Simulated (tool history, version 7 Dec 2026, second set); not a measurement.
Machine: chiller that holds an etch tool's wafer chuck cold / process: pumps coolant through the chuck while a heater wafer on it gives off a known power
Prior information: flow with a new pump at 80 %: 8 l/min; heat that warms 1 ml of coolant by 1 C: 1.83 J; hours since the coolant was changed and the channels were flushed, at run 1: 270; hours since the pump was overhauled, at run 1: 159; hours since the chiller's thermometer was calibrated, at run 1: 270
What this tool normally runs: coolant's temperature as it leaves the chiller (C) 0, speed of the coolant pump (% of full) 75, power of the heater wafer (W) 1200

run    hour  coolant's temperature as it leaves the chiller (C)  speed of the coolant pump (% of full)  power of the heater wafer (W)  hours since the coolant was changed and the channels were flushed  hours since the pump was overhauled  hours since the chiller's thermometer was calibrated  chuck's temperature once it has settled (C)  how much warmer the coolant comes back (C)
  1       0                                                   0                                     75                           1200                                                                270                                  159                                                   270                                         11.1                                         5.3
  2    39.9                                                   0                                     75                            880                                                                310                                  199                                                   310                                          8.2                                        3.87
  3    82.6                                                   0                                     75                            880                                                                353                                  241                                                   353                                            8                                        3.84
  4   166.1                                                 -10                                     75                           1200                                                                436                                  325                                                   436                                            1                                        5.29
  5   199.6                                                   0                                     75                           1788                                                                470                                  358                                                   470                                         16.9                                        7.82
  6   246.2                                                   0                                     75                           1788                                                                516                                  405                                                   516                                         16.5                                        7.88
  7   321.9                                                   0                                     75                           1788                                                                592                                  481                                                   592                                         16.7                                        7.86
  8   371.1                                                   0                                     75                           1006                                                                641                                  530                                                   641                                          9.1                                        4.45
  9   429.9                                                   0                                     75                           1200                                                                700                                  589                                                   700                                         11.3                                         5.3
 10   480.4                                                   0                                     75                           1200                                                                751                                  639                                                   751                                         11.2                                        5.33
 11   548.2                                                   0                                     75                           1200                                                                818                                  707                                                   818                                         11.2                                        5.37
 12   589.7                                                   0                                     75                           1200                                                                860                                  748                                                   860                                         11.4                                        5.39
 13   657.6                                                   0                                     75                           1200                                                                928                                  816                                                   928                                         11.3                                        5.36
 14   705.8                                                   0                                     75                           1200                                                                976                                  864                                                   976                                         11.2                                        5.33
 15   773.3                                                   0                                     75                           1200                                                               1044                                  932                                                  1044                                         11.4                                        5.35
 16   833.3                                                   0                                     64                           1200                                                               1104                                  992                                                  1104                                         12.6                                        6.35
 17   916.7                                                   5                                     78                            750                                                               1187                                 1075                                                  1187                                         11.9                                        3.25
 18   970.4                                                  -2                                     91                            687                                                               1241                                 1129                                                  1241                                          3.9                                         2.5
 19  1042.4                                                   5                                     63                           1200                                                               1313                                 1201                                                  1313                                         17.8                                        6.47
 20    1113                                                   5                                     74                           1053                                                               1383                                 1272                                                  1383                                         15.3                                         4.8
 21  1168.5                                                   6                                     90                            644                                                               1439                                 1327                                                  1439                                         11.5                                        2.44
 22  1221.2                                                  -9                                     75                           1439                                                               1491                                 1380                                                  1491                                          5.2                                        6.47
 23  1303.8                                                  -4                                     75                           1720                                                               1574                                 1462                                                  1574                                         12.7                                        7.74
 24  1375.5                                                  10                                     77                            808                                                               1646                                 1534                                                  1646                                         17.6                                        3.55
 25  1415.8                                                  10                                     77                            808                                                               1686                                 1575                                                  1686                                         17.6                                        3.54
 26  1491.5                                                   9                                     86                           1629                                                               1762                                 1650                                                  1762                                         23.8                                        6.42
 27  1555.2                                                   3                                     95                           1208                                                               1825                                 1714                                                  1825                                         13.1                                        4.29
 28  1627.8                                                  -7                                     75                            634                                                               1898                                 1787                                                  1898                                         -1.1                                        2.86
 29  1684.8                                                   3                                     82                           1071                                                               1955                                 1843                                                  1955                                         13.1                                        4.42
 30  1738.4                                                  10                                     82                           1325                                                               2009                                 1897                                                  2009                                         22.6                                        5.49
 31    1812                                                  -1                                     87                           1394                                                               2082                                 1971                                                  2082                                         11.7                                        5.45

5 ways to go on from here, each from the tool as it stands after run 31. What would each give?
  A  1873.2                                                   8                                     98                            799                                                               2143                                 2032                                                  2143                                            ?                                           ?
  B  1873.2                                                  -1                                     61                           1394                                                               2143                                 2032                                                  2143                                            ?                                           ?
  C  1873.2                                                  -1                                     87                           1477                                                               2143                                 2032                                                  2143                                            ?                                           ?
  D  1873.2                                                   9                                     75                           1200                                                               2143                                 2032                                                  2143                                            ?                                           ?
  E  1873.2                                                  -8                                     67                           1200                                                               2143                                 2032                                                  2143                                            ?                                           ?

run  chuck's temperature once it has settled (C)  how much warmer the coolant comes back (C)
  A                                         14.6                                        2.71
  B                                         14.9                                        7.94
  C                                         12.3                                        5.84
  D                                           21                                        5.51
  E                                          4.8                                        6.12
Without the tool's hidden state the same runs would have given:
run  chuck's temperature once it has settled (C)  how much warmer the coolant comes back (C)
  A                                         14.1                                         2.6
  B                                         13.3                                        7.62
  C                                         10.9                                         5.6
  D                                         19.8                                        5.28
  E                                          3.5                                        5.87
